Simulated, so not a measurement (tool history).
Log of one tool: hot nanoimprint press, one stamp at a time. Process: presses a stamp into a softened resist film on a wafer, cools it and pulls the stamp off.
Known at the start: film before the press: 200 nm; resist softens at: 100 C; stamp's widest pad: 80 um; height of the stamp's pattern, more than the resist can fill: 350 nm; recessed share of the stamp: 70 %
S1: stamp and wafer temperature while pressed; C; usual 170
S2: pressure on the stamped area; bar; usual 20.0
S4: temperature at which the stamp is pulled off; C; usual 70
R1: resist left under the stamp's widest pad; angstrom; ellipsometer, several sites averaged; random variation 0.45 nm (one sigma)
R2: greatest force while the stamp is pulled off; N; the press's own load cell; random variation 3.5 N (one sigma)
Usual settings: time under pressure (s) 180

Run 1, day 0.000: usual settings. Result: R1 1144 angstrom, R2 244 N.
Run 2, day 0.212: usual settings. Result: R1 1138 angstrom, R2 245 N.
Run 3, day 0.525: usual settings. Result: R1 1147 angstrom, R2 247 N.
Run 4, day 0.871: usual settings but S4 75 C. Result: R1 1143 angstrom, R2 229 N.
Run 5, day 1.083: usual settings but S4 75 C. Result: R1 1137 angstrom, R2 226 N.
Run 6, day 1.262: usual settings but S4 75 C. Result: R1 1146 angstrom, R2 229 N.
Run 7, day 1.508: usual settings but S4 75 C. Result: R1 1142 angstrom, R2 230 N.
Run 8, day 1.788: usual settings but S4 67 C. Result: R1 1155 angstrom, R2 271 N.
Run 9, day 1.967: usual settings but S4 67 C. Result: R1 1149 angstrom, R2 261 N.
Run 10, day 2.138: usual settings but S4 67 C. Result: R1 1147 angstrom, R2 265 N.
Run 11, day 2.412: usual settings. Result: R1 1153 angstrom, R2 252 N.
Run 12, day 2.712: usual settings but time under pressure (s) 213. Result: R1 1081 angstrom, R2 257 N.
Run 13, day 2.975: usual settings but S2 31.5 bar, time under pressure (s) 101, S4 74 C. Result: R1 1192 angstrom, R2 240 N.
Run 14, day 3.271: usual settings but S2 31.5 bar, time under pressure (s) 101, S4 74 C. Result: R1 1190 angstrom, R2 239 N.
Run 15, day 3.492: usual settings but S1 172 C, S2 30.8 bar. Result: R1 925 angstrom, R2 261 N.
Run 16, day 3.842: usual settings but S1 165 C, S2 13.2 bar, S4 69 C. Result: R1 1458 angstrom, R2 275 N.
Run 17, day 4.062: usual settings. Result: R1 1146 angstrom, R2 258 N.
Run 18, day 4.408: usual settings but S1 169 C, time under pressure (s) 185. Result: R1 1169 angstrom, R2 265 N.
Run 19, day 4.796: usual settings but S1 161 C, S2 24.5 bar, time under pressure (s) 113, S4 55 C. Result: R1 1510 angstrom, R2 339 N.
Run 20, day 4.971: usual settings but S1 161 C, S2 18.2 bar, time under pressure (s) 93, S4 55 C. Result: R1 1659 angstrom, R2 335 N.
At day 5.412: stamp cleaned and given a new release coat.
Run 21, day 5.571: usual settings but S1 161 C, S2 18.2 bar, time under pressure (s) 93, S4 55 C. Result: R1 1653 angstrom, R2 298 N.

Some steps in R1 between neighbouring runs. How much of each would the tool show without its hidden state too (settings, what came in, random variation), and how much is left for the hidden state, with any gauge scatter that isn't in both results?
The hidden state here: true temperature over the reading, C; pressure that arrives at the usual setting, %; grip of the stamp's worn release coat, % over a new coat's; drift of the gauge itself on residual_nm, %; drift of the gauge itself on pull_off_n, %.
Run 12 -> 13: S2 20.0 -> 31.5, time under pressure (s) 213 -> 101, S4 70 -> 74. R1 +111 angstrom: hidden state +2, all else +109.
Run 15 -> 16: S1 172 -> 165, S2 30.8 -> 13.2, S4 70 -> 69. R1 +533 angstrom: hidden state -2, all else +535.
Run 18 -> 19: S1 169 -> 161, S2 20.0 -> 24.5, time under pressure (s) 185 -> 113, S4 70 -> 55. R1 +341 angstrom: hidden state +1, all else +340.
Run 19 -> 20: S2 24.5 -> 18.2, time under pressure (s) 113 -> 93. R1 +149 angstrom: hidden state -4, all else +153.
